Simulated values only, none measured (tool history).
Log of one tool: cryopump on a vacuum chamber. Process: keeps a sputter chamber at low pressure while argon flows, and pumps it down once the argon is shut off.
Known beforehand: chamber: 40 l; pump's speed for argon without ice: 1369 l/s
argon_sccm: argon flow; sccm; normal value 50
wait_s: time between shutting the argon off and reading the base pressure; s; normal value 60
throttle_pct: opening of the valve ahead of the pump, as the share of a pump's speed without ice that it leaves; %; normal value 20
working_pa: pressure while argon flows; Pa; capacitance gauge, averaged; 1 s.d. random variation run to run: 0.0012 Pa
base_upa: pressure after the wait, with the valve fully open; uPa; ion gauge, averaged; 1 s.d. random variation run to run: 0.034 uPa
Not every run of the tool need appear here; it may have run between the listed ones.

run	hour	argon_sccm	wait_s	throttle_pct	working_pa	base_upa
1	0	50	60	20	0.3117	2
2	33.1	50	60	20	0.312	2
3	82.2	50	82	20	0.3109	1.59
4	127.8	50	82	20	0.311	1.71
5	175	50	178	20	0.3109	1.09
6	206.8	50	178	20	0.3148	1.06
7	256.1	50	178	20	0.3138	1.14
8	315	50	60	20	0.3151	2.26
9	371	50	60	20	0.3147	2.3
10	419.6	50	60	20	0.3148	2.35
11	451.8	50	60	16	0.3902	2.33
12	495.1	50	60	16	0.3926	2.36
13	520.5	50	60	16	0.3925	2.48
14	567.7	50	60	20	0.3132	2.43
15	626.4	46	60	20	0.293	2.51
16	675.3	50	65	20	0.3192	2.48
17	723.6	50	65	20	0.3172	2.52
18	768.2	85	65	20	0.5411	2.45
19	815	85	65	20	0.5448	2.52
20	871.9	85	65	20	0.5415	2.58
21	906.8	24	65	31	0.0994	2.63
22	966.2	31	60	25	0.1592	2.82
23	1020.8	31	23	45	0.0927	5.6
24	1058.3	31	23	45	0.0939	5.58
25	1118.6	20	247	19	0.1354	1.76
26	1166.2	20	247	19	0.1351	1.69
# hour 1208.1: pump warmed up, emptied and cooled again
27	1211.2	77	247	19	0.5005	1.51
28	1238.9	47	34	56	0.1049	4.04
29	1277.2	70	36	24	0.3631	3.95
30	1307.3	50	60	40	0.1566	2.92
31	1337.4	50	49	40	0.1557	3.23

The logged runs with the hidden state left out (each run's random variation unchanged):
The hidden state here: pump's speed, % of a pump's without ice; cold plate's temperature, K; leak into the chamber, uPa l/s; drift of the gauge itself on working_pa, %; drift of the gauge itself on base_upa, %.
run	working_pa	base_upa
1	0.3093	1.86
2	0.3093	1.83
3	0.3078	1.39
4	0.3075	1.47
5	0.3071	0.81
6	0.3106	0.76
7	0.3092	0.79
8	0.3099	1.88
9	0.309	1.86
10	0.3087	1.88
11	0.3838	1.83
12	0.3858	1.83
13	0.3855	1.92
14	0.3058	1.84
15	0.2856	1.87
16	0.3106	1.78
17	0.3082	1.78
18	0.525	1.69
19	0.5278	1.71
20	0.5236	1.72
21	0.0942	1.72
22	0.1521	1.87
23	0.0852	4.58
24	0.0861	4.52
25	0.1302	0.65
26	0.1296	0.57
27	0.4989	0.58
28	0.1037	3.07
29	0.3609	2.94
30	0.1548	1.88
31	0.1536	2.18
